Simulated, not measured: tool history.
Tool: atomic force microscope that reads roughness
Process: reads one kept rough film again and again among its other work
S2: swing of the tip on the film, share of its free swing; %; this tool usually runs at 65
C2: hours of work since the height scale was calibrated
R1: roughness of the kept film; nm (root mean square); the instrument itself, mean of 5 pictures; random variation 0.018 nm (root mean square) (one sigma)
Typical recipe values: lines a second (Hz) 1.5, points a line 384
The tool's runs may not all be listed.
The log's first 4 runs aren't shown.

Run 5, hour 100.6: usual settings; pictures with this tip 113; C2 292. Result: R1 3.964 nm (root mean square).
At hour 106: new tip fitted.
Run 6, hour 118.9: usual settings; pictures with this tip 27; C2 304. Result: R1 4.359 nm (root mean square).
Run 7, hour 143.9: usual settings; pictures with this tip 80; C2 321. Result: R1 4.081 nm (root mean square).
At hour 163.9: new tip fitted.
Run 8, hour 165.3: usual settings; pictures with this tip 3; C2 335. Result: R1 4.453 nm (root mean square).
Run 9, hour 194.7: usual settings; pictures with this tip 65; C2 354. Result: R1 4.184 nm (root mean square).
At hour 221.8: new tip fitted.
Run 10, hour 221.8: usual settings but S2 61 %; pictures with this tip 0; C2 372. Result: R1 4.525 nm (root mean square).
Run 11, hour 244.7: usual settings; pictures with this tip 48; C2 387. Result: R1 4.218 nm (root mean square).
Run 12, hour 274: usual settings; pictures with this tip 110; C2 407. Result: R1 3.984 nm (root mean square).
At hour 279.5: new tip fitted.
Run 13, hour 293.3: usual settings but S2 84 %; pictures with this tip 29; C2 420. Result: R1 3.827 nm (root mean square).
Run 14, hour 310.2: usual settings but S2 84 %; pictures with this tip 65; C2 431. Result: R1 3.698 nm (root mean square).
Run 15, hour 325.4: usual settings but S2 84 %; pictures with this tip 97; C2 441. Result: R1 3.596 nm (root mean square).
At hour 337.5: new tip fitted.
Run 16, hour 344.6: usual settings but S2 84 %; pictures with this tip 15; C2 454. Result: R1 3.92 nm (root mean square).
Run 17, hour 366.2: usual settings but S2 84 %; pictures with this tip 61; C2 468. Result: R1 3.747 nm (root mean square).
Run 18, hour 380.8: usual settings but S2 84 %; pictures with this tip 91; C2 478. Result: R1 3.664 nm (root mean square).
At hour 396: new tip fitted.
Run 19, hour 406.9: usual settings but S2 84 %; pictures with this tip 23; C2 495. Result: R1 3.879 nm (root mean square).

Run 20, settings as shown, results not yet in. Your forecast:
Run 20, hour 423.5: usual settings but lines a second (Hz) 0.86, S2 67 %, points a line 454; pictures with this tip 59; C2 506. Result: R1 ?.

{"run 20": {"R1": 4.291}}
On a tool with no hidden condition, and with the same random variation, this run would have come out at R1 4.583 nm (root mean square).
